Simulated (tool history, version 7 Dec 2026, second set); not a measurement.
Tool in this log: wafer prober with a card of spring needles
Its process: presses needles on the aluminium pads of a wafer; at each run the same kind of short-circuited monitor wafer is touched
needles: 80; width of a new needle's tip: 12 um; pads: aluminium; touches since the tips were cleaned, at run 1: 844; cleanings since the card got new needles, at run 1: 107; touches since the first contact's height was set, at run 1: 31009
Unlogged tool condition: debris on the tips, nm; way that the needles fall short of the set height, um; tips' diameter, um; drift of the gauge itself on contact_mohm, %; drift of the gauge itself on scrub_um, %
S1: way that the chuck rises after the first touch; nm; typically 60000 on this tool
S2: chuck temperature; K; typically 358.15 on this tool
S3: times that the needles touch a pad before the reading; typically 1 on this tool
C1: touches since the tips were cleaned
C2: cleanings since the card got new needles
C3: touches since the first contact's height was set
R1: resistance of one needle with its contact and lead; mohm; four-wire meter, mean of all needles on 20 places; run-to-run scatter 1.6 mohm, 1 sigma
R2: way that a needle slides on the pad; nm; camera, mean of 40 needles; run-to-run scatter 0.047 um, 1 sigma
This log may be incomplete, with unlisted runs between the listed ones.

run 1 hour=0 | S1=60000 S2=358.15 S3=1 | C1=844 C2=107 C3=31009 | R1=184 R2=15530
-- hour=3.5 tips cleaned on abrasive film
-- hour=9.5 tips cleaned on abrasive film
run 2 hour=13.8 | S1=60000 S2=358.15 S3=1 | C1=1737 C2=109 C3=36422 | R1=200 R2=15560
-- hour=15.1 tips cleaned on abrasive film
-- hour=20.5 tips cleaned on abrasive film
run 3 hour=24.2 | S1=60000 S2=358.15 S3=1 | C1=1484 C2=111 C3=40468 | R1=189 R2=15460
-- hour=25.5 tips cleaned on abrasive film
-- hour=31.1 tips cleaned on abrasive film
-- hour=36.8 tips cleaned on abrasive film
-- hour=41.6 tips cleaned on abrasive film
run 4 hour=43.6 | S1=60000 S2=358.15 S3=1 | C1=815 C2=115 C3=48014 | R1=179 R2=15340
-- hour=47.2 tips cleaned on abrasive film
-- hour=53.1 tips cleaned on abrasive film
-- hour=59 tips cleaned on abrasive film
-- hour=64.2 tips cleaned on abrasive film
run 5 hour=64.2 | S1=60000 S2=358.15 S3=1 | C1=0 C2=119 C3=56028 | R1=169 R2=15260
-- hour=69.9 tips cleaned on abrasive film
-- hour=74.8 tips cleaned on abrasive film
run 6 hour=74.8 | S1=60000 S2=358.15 S3=1 | C1=0 C2=121 C3=60159 | R1=168 R2=15220
-- hour=80.8 tips cleaned on abrasive film
-- hour=86.3 tips cleaned on abrasive film
-- hour=91.1 tips cleaned on abrasive film
-- hour=94.7 height of the first contact set anew
run 7 hour=94.7 | S1=60000 S2=358.15 S3=1 | C1=1305 C2=124 C3=0 | R1=197 R2=14710
-- hour=97.1 tips cleaned on abrasive film
-- hour=102.8 tips cleaned on abrasive film
run 8 hour=107 | S1=60000 S2=358.15 S3=2 | C1=1682 C2=126 C3=4824 | R1=190 R2=14650
-- hour=108.3 tips cleaned on abrasive film
-- hour=114.3 tips cleaned on abrasive film
-- hour=119 tips cleaned on abrasive film
-- hour=125 tips cleaned on abrasive film
run 9 hour=125.1 | S1=60000 S2=358.15 S3=1 | C1=34 C2=130 C3=11820 | R1=168 R2=14590
-- hour=130.6 tips cleaned on abrasive film
-- hour=136.5 tips cleaned on abrasive film
run 10 hour=138.7 | S1=60000 S2=358.15 S3=1 | C1=860 C2=132 C3=17135 | R1=191 R2=14510
-- hour=142.2 tips cleaned on abrasive film
-- hour=147.9 tips cleaned on abrasive film
run 11 hour=152.1 | S1=42000 S2=358.15 S3=1 | C1=1664 C2=134 C3=22393 | R1=263 R2=9740
-- hour=153.1 tips cleaned on abrasive film
-- hour=158.4 tips cleaned on abrasive film
-- hour=164.3 tips cleaned on abrasive film
run 12 hour=164.5 | S1=42000 S2=358.15 S3=1 | C1=66 C2=137 C3=27187 | R1=191 R2=9650
-- hour=169.1 tips cleaned on abrasive film
-- hour=174.9 tips cleaned on abrasive film
-- hour=179.7 tips cleaned on abrasive film
run 13 hour=181.2 | S1=42000 S2=358.15 S3=1 | C1=602 C2=140 C3=33692 | R1=212 R2=9560
-- hour=184.7 tips cleaned on abrasive film
-- hour=190.3 tips cleaned on abrasive film
-- hour=191.5 height of the first contact set anew, once more
run 14 hour=191.5 | S1=60000 S2=390.15 S3=1 | C1=343 C2=142 C3=0 | R1=177 R2=15980
-- hour=196.3 tips cleaned on abrasive film
-- hour=201.9 tips cleaned on abrasive film
-- hour=207.7 tips cleaned on abrasive film
run 15 hour=210.3 | S1=60000 S2=390.15 S3=1 | C1=1027 C2=145 C3=7349 | R1=193 R2=15860
-- hour=212.7 tips cleaned on abrasive film
-- hour=218.5 tips cleaned on abrasive film
-- hour=224.1 tips cleaned on abrasive film
run 16 hour=226.4 | S1=67000 S2=389.15 S3=3 | C1=931 C2=148 C3=13622 | R1=173 R2=17650
-- hour=228.8 tips cleaned on abrasive film
-- hour=234.3 tips cleaned on abrasive film
-- hour=240.2 tips cleaned on abrasive film
-- hour=246 tips cleaned on abrasive film
run 17 hour=246 | S1=67000 S2=389.15 S3=3 | C1=0 C2=152 C3=21234 | R1=169 R2=17560
-- hour=251.7 tips cleaned on abrasive film
-- hour=257.5 tips cleaned on abrasive film
run 18 hour=258.6 | S1=40000 S2=352.15 S3=2 | C1=428 C2=154 C3=26160 | R1=191 R2=10340
-- hour=263.2 tips cleaned on abrasive film
-- hour=269.1 tips cleaned on abrasive film
run 19 hour=270.2 | S1=40000 S2=352.15 S3=2 | C1=438 C2=156 C3=30690 | R1=195 R2=10180
-- hour=275 tips cleaned on abrasive film
-- hour=280.8 tips cleaned on abrasive film
-- hour=286.4 tips cleaned on abrasive film
run 20 hour=287.1 | S1=40000 S2=352.15 S3=2 | C1=271 C2=159 C3=37279 | R1=191 R2=10220
-- hour=291.7 tips cleaned on abrasive film
-- hour=297.6 tips cleaned on abrasive film
run 21 hour=298.4 | S1=40000 S2=352.15 S3=2 | C1=314 C2=161 C3=41669 | R1=193 R2=10130
-- hour=303.1 tips cleaned on abrasive film
-- hour=309 tips cleaned on abrasive film
-- hour=314.9 tips cleaned on abrasive film
run 22 hour=316.4 | S1=40000 S2=352.15 S3=2 | C1=586 C2=164 C3=48720 | R1=202 R2=10020
-- hour=320 tips cleaned on abrasive film
-- hour=325.6 tips cleaned on abrasive film
-- hour=331.4 tips cleaned on abrasive film
-- hour=336.5 tips cleaned on abrasive film
run 23 hour=336.5 | S1=53000 S2=323.15 S3=3 | C1=0 C2=168 C3=56514 | R1=163 R2=13380
-- hour=342.4 tips cleaned on abrasive film
-- hour=348.1 tips cleaned on abrasive film
-- hour=353.7 tips cleaned on abrasive film
run 24 hour=355.3 | S1=60000 S2=378.15 S3=1 | C1=647 C2=171 C3=63885 | R1=189 R2=15160
-- hour=358.9 tips cleaned on abrasive film
-- hour=364.4 tips cleaned on abrasive film
-- hour=365.6 height of the first contact set anew
run 25 hour=369.2 | S1=44000 S2=319.15 S3=1 | C1=1796 C2=173 C3=1448 | R1=250 R2=11630
-- hour=370.5 tips cleaned on abrasive film
-- hour=375.3 tips cleaned on abrasive film
-- hour=380.9 tips cleaned on abrasive film
run 26 hour=384.1 | S1=60000 S2=307.15 S3=2 | C1=1283 C2=176 C3=7242 | R1=178 R2=15940

Forecast run 27:
-- hour=386.5 tips cleaned on abrasive film
-- hour=392.3 tips cleaned on abrasive film
run 27 hour=393.8 | S1=52000 S2=301.15 S3=3 | C1=593 C2=178 C3=11008 | R1=? R2=?

Run 27 measured R1 167 mohm, R2 13610 nm.
The same run, on a tool lacking any hidden state, would have yielded R1 151 mohm, R2 13750 nm.

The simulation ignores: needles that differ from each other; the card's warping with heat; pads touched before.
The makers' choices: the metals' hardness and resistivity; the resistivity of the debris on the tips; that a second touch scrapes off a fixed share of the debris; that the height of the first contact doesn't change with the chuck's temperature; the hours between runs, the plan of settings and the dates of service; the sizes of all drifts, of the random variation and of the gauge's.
